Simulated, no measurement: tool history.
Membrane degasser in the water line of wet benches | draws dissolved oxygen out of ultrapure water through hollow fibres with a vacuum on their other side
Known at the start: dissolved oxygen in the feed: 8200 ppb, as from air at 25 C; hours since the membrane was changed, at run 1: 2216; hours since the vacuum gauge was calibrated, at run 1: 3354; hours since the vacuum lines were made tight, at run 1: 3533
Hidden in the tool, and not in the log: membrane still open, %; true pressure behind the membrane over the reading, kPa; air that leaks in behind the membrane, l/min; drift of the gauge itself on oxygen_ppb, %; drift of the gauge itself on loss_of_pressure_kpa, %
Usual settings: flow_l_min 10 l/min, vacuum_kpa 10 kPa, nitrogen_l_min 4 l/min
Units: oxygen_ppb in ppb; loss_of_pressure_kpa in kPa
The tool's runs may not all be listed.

run	hour	flow_l_min	vacuum_kpa	nitrogen_l_min	hours since the membrane was changed	hours since the vacuum gauge was calibrated	hours since the vacuum lines were made tight	oxygen_ppb	loss_of_pressure_kpa
1	0	10	10	4	2216	3354	3533	383.4	46.32
2	36.9	10	10	4	2253	3391	3570	383	46.54
# hour 50.5: vacuum gauge calibrated
3	99.9	10	10	4	2315	49	3632	380.2	46.35
4	161.5	10	10	4	2377	111	3694	379.6	46.33
5	188.4	10	10	4	2404	138	3721	382	46.42
6	236.4	10	10	1.95	2452	186	3769	425.6	46.72
7	284.1	10	10	1.95	2499	234	3817	418.7	46.71
8	330.1	10	10	1.95	2545	280	3863	423.7	46.56
9	367.8	10	10	1.95	2583	317	3900	423.3	46.53
10	431.8	10	10	5.2	2647	381	3964	375.5	46.61
11	493	10	10	5.2	2708	443	4026	382.2	46.59
12	553.1	10	10	5.08	2768	503	4086	387.3	46.07
13	603.5	10	10	5.08	2819	553	4136	380.9	46.61
14	645.5	10	10	5.08	2861	595	4178	383	46.61
15	674.3	10	10	5.08	2890	624	4207	385	46.85
16	701.2	10	9.1	5.08	2916	651	4234	376.6	46.58
17	756.1	10	9.1	5.08	2971	706	4289	377.8	46.37
18	820	6	18	9.25	3035	770	4353	159.6	27.9
19	853.5	13	19.1	4.81	3069	803	4386	622	60.9
20	885.8	7	10	1.74	3101	835	4418	254.8	32.5
21	935.5	7	8.2	9.8	3151	885	4468	199	32.64
22	973	10	10	3.67	3188	922	4506	391.2	46.75
23	1014.4	10	10	3.67	3230	964	4547	397.4	46.72
24	1042.9	10	10	3.67	3258	992	4575	393.6	46.76
25	1096.5	10	10	3.67	3312	1046	4629	405.4	47.15
26	1154.2	10	10	3.67	3369	1104	4687	395	46.82
27	1217	13	21.2	3.67	3432	1167	4750	665.9	60.95
28	1257.7	13	21.2	3.67	3473	1207	4790	659.4	61.01

4 ways to go on from here, each from the tool as it stands after run 28. What would each give?
A	1297.2	15	16	9.76	3512	1247	4830	?	?
B	1297.2	9	15.2	1.99	3512	1247	4830	?	?
C	1297.2	9	10	4	3512	1247	4830	?	?
D	1297.2	13	21.2	8.97	3512	1247	4830	?	?

run	oxygen_ppb	loss_of_pressure_kpa
A	678	71.02
B	432.9	42.32
C	336.7	41.93
D	589.1	60.89
Without the tool's hidden state the same runs would have given:
run	oxygen_ppb	loss_of_pressure_kpa
A	629.2	68.9
B	399.4	41.05
C	306.2	40.67
D	544.9	59.06
